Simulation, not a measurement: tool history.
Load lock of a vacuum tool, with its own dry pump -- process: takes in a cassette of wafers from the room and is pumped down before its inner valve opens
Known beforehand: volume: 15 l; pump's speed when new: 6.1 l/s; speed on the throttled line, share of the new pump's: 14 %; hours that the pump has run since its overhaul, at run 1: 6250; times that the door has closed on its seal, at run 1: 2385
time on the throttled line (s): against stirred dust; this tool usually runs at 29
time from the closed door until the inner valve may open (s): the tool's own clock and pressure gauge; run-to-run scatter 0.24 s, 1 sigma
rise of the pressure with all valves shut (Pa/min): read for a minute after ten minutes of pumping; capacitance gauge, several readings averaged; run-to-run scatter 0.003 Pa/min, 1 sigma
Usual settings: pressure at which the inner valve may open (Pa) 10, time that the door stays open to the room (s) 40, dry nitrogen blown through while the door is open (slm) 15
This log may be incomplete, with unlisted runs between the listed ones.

| run | hour | time on the throttled line (s) | pressure at which the inner valve may open (Pa) | time that the door stays open to the room (s) | dry nitrogen blown through while the door is open (slm) | hours that the pump has run since its overhaul | times that the door has closed on its seal | incoming humidity of the room's air, % | time from the closed door until the inner valve may open (s) | rise of the pressure with all valves shut (Pa/min) |
|---|---|---|---|---|---|---|---|---|---|---|
| 1 | 0.0 | 29 | 10 | 40 | 15 | 6250 | 2385 | 44.2 | 47.9 | 0.032 |
| 2 | 158.3 | 33 | 10 | 40 | 15 | 6408 | 2800 | 45.6 | 51.8 | 0.023 |
| 3 | 313.0 | 29 | 10 | 40 | 15 | 6563 | 3206 | 46.7 | 47.8 | 0.031 |
| 4 | 421.4 | 49 | 10 | 40 | 15 | 6671 | 3490 | 41.3 | 64.9 | 0.025 |
| 5 | 510.5 | 49 | 10 | 40 | 15 | 6761 | 3724 | 45.8 | 65.5 | 0.027 |
| 6 | 653.7 | 49 | 10 | 40 | 15 | 6904 | 4099 | 40.8 | 65.3 | 0.027 |
| 7 | 754.3 | 49 | 10 | 40 | 15 | 7004 | 4363 | 45.1 | 65.7 | 0.030 |
| 8 | 876.5 | 48 | 10 | 40 | 15 | 7127 | 4684 | 42.6 | 64.6 | 0.029 |
| 9 | 956.1 | 48 | 10 | 40 | 15 | 7206 | 4892 | 46.0 | 64.7 | 0.023 |
| 10 | 1137.6 | 48 | 10 | 40 | 15 | 7388 | 5368 | 47.7 | 64.7 | 0.031 |
| 11 | 1271.3 | 29 | 10 | 95 | 8 | 7521 | 5719 | 46.9 | 47.9 | 0.061 |
| 12 | 1351.5 | 30 | 16 | 58 | 25 | 7602 | 5929 | 45.5 | 47.9 | 0.021 |
| 13 | 1531.0 | 30 | 16 | 58 | 25 | 7781 | 6400 | 42.1 | 47.5 | 0.022 |
| 14 | 1708.3 | 24 | 12 | 134 | 6 | 7958 | 6865 | 47.5 | 43.5 | 0.089 |
| 15 | 1818.0 | 52 | 10 | 172 | 7 | 8068 | 7153 | 44.0 | 67.9 | 0.091 |

Predict each of these 5 candidate next runs independently; none follows another, all start after run 15:
| A | 1980.5 | 37 | 10 | 76 | 8 | 8231 | 7579 | 45.1 | ? | ? |
| B | 1980.5 | 25 | 11 | 40 | 15 | 8231 | 7579 | 47.2 | ? | ? |
| C | 1980.5 | 35 | 8 | 31 | 15 | 8231 | 7579 | 49.5 | ? | ? |
| D | 1980.5 | 23 | 10 | 86 | 7 | 8231 | 7579 | 42.7 | ? | ? |
| E | 1980.5 | 25 | 20 | 83 | 7 | 8231 | 7579 | 48.7 | ? | ? |

| run | time from the closed door until the inner valve may open (s) | rise of the pressure with all valves shut (Pa/min) |
|---|---|---|
| A | 55.3 | 0.050 |
| B | 44.3 | 0.020 |
| C | 53.6 | 0.029 |
| D | 42.8 | 0.058 |
| E | 42.4 | 0.067 |
Stripped of hidden state, with their random variation kept, the same runs would have yielded:
| run | time from the closed door until the inner valve may open (s) | rise of the pressure with all valves shut (Pa/min) |
|---|---|---|
| A | 55.3 | 0.050 |
| B | 44.3 | 0.019 |
| C | 53.6 | 0.029 |
| D | 42.8 | 0.058 |
| E | 42.4 | 0.066 |
